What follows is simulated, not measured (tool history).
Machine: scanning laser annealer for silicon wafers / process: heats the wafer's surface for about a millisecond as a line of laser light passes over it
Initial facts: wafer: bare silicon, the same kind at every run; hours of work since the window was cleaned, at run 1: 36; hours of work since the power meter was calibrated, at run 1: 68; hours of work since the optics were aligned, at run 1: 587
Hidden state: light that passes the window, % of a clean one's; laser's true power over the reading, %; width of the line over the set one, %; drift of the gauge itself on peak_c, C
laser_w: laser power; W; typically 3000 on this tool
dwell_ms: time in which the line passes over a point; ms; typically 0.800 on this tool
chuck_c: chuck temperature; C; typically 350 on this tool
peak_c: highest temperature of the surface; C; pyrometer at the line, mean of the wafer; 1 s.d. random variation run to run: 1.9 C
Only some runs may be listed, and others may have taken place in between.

run	day	laser_w	dwell_ms	chuck_c	hours of work since the window was cleaned	hours of work since the power meter was calibrated	hours of work since the optics were aligned	peak_c
1	0.000	3000	0.800	350	36	68	587	1096
2	0.354	3000	0.800	350	43	74	593	1096
3	0.721	3000	0.800	350	49	81	599	1097
4	0.946	3000	0.955	350	53	85	603	1162
5	1.275	3000	0.955	350	59	90	609	1163
6	1.550	3000	0.955	350	64	95	614	1161
7	1.888	3000	0.955	350	69	101	620	1161
8	2.262	3000	0.800	350	76	108	626	1092
9	2.604	3000	0.800	332	82	114	632	1076
10	2.821	3000	0.800	350	86	117	636	1092
11	3.083	3000	0.800	350	90	122	641	1091
12	3.479	3000	0.874	350	97	129	648	1125
13	3.838	3000	0.800	350	104	135	654	1088
14	4.100	3000	0.800	350	108	140	659	1091
15	4.350	3000	0.800	350	113	144	663	1090
16	4.525	3000	0.800	350	116	147	666	1088
17	4.858	3000	0.800	373	121	153	672	1109
18	5.246	3000	0.800	373	128	160	679	1115
19	5.471	3000	0.800	373	132	164	683	1111
20	5.875	3000	0.800	380	139	171	690	1115
# day 6.104: optics aligned, line set to its width
21	6.308	2586	0.800	380	143	175	4	985

Run 22 has not been measured yet. What should we expect?
22	6.592	3000	0.626	329	148	180	8	?

peak_c: 975 C
Without the tool's hidden state the same run would have given peak_c 1012 C.
